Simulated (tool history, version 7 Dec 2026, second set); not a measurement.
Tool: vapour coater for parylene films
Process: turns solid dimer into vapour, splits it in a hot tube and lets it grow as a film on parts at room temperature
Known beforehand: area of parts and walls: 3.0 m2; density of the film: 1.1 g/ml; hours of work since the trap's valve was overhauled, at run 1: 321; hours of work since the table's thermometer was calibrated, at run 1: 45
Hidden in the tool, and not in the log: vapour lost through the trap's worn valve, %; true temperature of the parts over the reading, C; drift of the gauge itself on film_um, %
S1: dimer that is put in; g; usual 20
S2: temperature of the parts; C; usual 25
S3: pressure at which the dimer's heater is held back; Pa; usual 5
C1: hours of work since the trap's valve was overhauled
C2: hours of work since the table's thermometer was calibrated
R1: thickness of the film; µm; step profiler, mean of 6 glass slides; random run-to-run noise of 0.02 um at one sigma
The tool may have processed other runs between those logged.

| run | hour | S1 | S2 | S3 | C1 | C2 | R1 |
|---|---|---|---|---|---|---|---|
| 1 | 0 | 20 | 25 | 5 | 321 | 45 | 3.85 |
| 2 | 14.1 | 20 | 34 | 5 | 330 | 54 | 3.18 |
| 3 | 23.4 | 20 | 25 | 6.89 | 335 | 59 | 3.79 |
| 4 | 38.4 | 11 | 25 | 5 | 344 | 68 | 2.12 |
| 5 | 46.4 | 20 | 25 | 7.47 | 349 | 73 | 3.79 |
| 6 | 54.1 | 20 | 25 | 7.47 | 353 | 78 | 3.73 |
| 7 | 60.7 | 20 | 25 | 7.47 | 357 | 82 | 3.73 |
| 8 | 73.2 | 20 | 25 | 7.47 | 365 | 89 | 3.75 |
| 9 | 81.6 | 9 | 23 | 8.11 | 370 | 94 | 1.78 |

Expected results for the next run?
| 10 | 90.1 | 10 | 33 | 2.07 | 375 | 99 | ? |

{"run 10": {"R1": 1.68}}
The same run, on a tool lacking any hidden state, would have yielded R1 1.76 µm.

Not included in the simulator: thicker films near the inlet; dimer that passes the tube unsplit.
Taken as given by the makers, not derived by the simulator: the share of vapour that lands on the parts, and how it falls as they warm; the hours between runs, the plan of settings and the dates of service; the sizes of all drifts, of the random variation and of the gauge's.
